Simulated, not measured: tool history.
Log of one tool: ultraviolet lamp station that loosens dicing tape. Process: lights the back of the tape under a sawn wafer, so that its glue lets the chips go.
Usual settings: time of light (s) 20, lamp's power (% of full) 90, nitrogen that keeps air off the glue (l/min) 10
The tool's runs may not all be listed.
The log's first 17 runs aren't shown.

run   hour  time of light (s)  lamp's power (% of full)  nitrogen that keeps air off the glue (l/min)  hours of work of the lamp  hours of work since the window was cleaned  force that peels the tape off (N)  light that reached the tape (mJ/cm2)
 18  246.0                 20                        90                                             6                        550                                         268                              1.672                                   366
 19  255.2                 20                        90                                             6                        556                                         274                              1.644                                   361
 20  264.2                 12                        90                                             6                        561                                         279                              3.481                                   213
 21  278.1                 12                        90                                             6                        570                                         288                              3.460                                   216
 22  285.9                 27                        73                                             6                        574                                         292                              1.386                                   391
     290.3  -- window cleaned of glue's vapour
 23  294.3                 27                        73                                             6                        579                                           2                              1.331                                   406
 24  312.4                 12                        90                                             7                        590                                          13                              3.206                                   221
 25  329.6                 20                        99                                             3                        601                                          24                              1.779                                   406
 26  339.2                 20                        68                                            12                        606                                          30                              1.949                                   281
 27  353.1                 20                        68                                            12                        615                                          38                              2.030                                   273
 28  363.6                 19                        99                                            13                        621                                          44                              1.107                                   383
 29  374.2                 36                        90                                            10                        628                                          51                              0.352                                   654
 30  386.1                 36                        90                                            10                        635                                          58                              0.331                                   656
 31  399.9                 13                        90                                             8                        643                                          66                              2.967                                   239
 32  411.6                 13                        85                                            11                        650                                          73                              2.831                                   222
 33  425.6                 13                        85                                            11                        659                                          82                              2.907                                   220
 34  434.5                 13                        73                                            11                        664                                          87                              3.412                                   187
 35  452.3                 13                        85                                             5                        675                                          98                              3.492                                   220
 36  469.0                 27                        77                                             5                        685                                         108                              1.405                                   410
 37  481.5                 27                        77                                             5                        693                                         116                              1.428                                   410
 38  500.1                 23                        93                                             5                        704                                         127                              1.334                                   418
 39  511.4                 23                        69                                             8                        711                                         134                              1.874                                   307
 40  528.9                 23                        69                                             4                        721                                         145                              2.501                                   311
 41  543.4                 20                        72                                            15                        730                                         153                              1.883                                   279

Forecast each of these 3 alternatives for the next run:
  A  556.5                 15                        63                                             4                        738                                         161                                  ?                                     ?
  B  556.5                 13                       100                                             3                        738                                         161                                  ?                                     ?
  C  556.5                 11                        74                                             9                        738                                         161                                  ?                                     ?

run  force that peels the tape off (N)  light that reached the tape (mJ/cm2)
  A                              4.465                                   181
  B                              3.546                                   249
  C                              4.192                                   155
Without the tool's hidden state the same runs would have given:
run  force that peels the tape off (N)  light that reached the tape (mJ/cm2)
  A                              3.602                                   227
  B                              2.700                                   313
  C                              3.354                                   195

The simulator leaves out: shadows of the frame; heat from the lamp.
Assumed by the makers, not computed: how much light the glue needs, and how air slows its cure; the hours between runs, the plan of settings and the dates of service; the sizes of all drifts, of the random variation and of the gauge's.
